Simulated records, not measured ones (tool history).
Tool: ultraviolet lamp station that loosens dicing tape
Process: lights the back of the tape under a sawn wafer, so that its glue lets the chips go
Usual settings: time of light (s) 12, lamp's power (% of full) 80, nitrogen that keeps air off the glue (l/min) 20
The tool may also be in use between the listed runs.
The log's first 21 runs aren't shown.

run   hour  time of light (s)  lamp's power (% of full)  nitrogen that keeps air off the glue (l/min)  force that peels the tape off (N)  light that reached the tape (mJ/cm2)
 22  534.3                 17                        86                                            22                              0.271                                   389
 23  561.4                 17                        86                                            22                              0.287                                   386
 24  579.6                 19                        86                                            13                              0.296                                   427
 25  615.9                 22                        69                                            13                              0.354                                   396
 26  634.7                 15                        69                                            13                              0.736                                   269
 27  664.6                 20                        64                                            20                              0.406                                   326
 28    697                 16                        88                                            18                              0.364                                   353
 29  732.1                 16                        88                                            18                              0.387                                   353
     735.3  -- window cleaned of glue's vapour
 30  758.2                 16                        88                                            18                              0.274                                   417
 31  773.6                  7                        73                                            10                              1.702                                   149
 32  790.3                 21                        80                                            20                               0.17                                   497
 33  822.2                 12                        99                                             6                               0.72                                   348
 34  850.8                  8                        80                                            20                              1.085                                   180
 35  874.1                  7                        88                                            16                              1.227                                   180

Forecast each of these 5 alternatives for the next run:
  A  907.6                 20                        73                                            15                                  ?                                     ?
  B  907.6                  8                        80                                            20                                  ?                                     ?
  C  907.6                 12                        78                                            18                                  ?                                     ?
  D  907.6                 20                        98                                            19                                  ?                                     ?
  E  907.6                  7                        61                                            30                                  ?                                     ?

run  force that peels the tape off (N)  light that reached the tape (mJ/cm2)
  A                               0.28                                   406
  B                               1.11                                   181
  C                              0.636                                   268
  D                              0.139                                   547
  E                              1.622                                   121
Without the tool's hidden state the same runs would have given:
run  force that peels the tape off (N)  light that reached the tape (mJ/cm2)
  A                              0.194                                   485
  B                              0.862                                   215
  C                              0.455                                   320
  D                              0.109                                   653
  E                              1.341                                   144

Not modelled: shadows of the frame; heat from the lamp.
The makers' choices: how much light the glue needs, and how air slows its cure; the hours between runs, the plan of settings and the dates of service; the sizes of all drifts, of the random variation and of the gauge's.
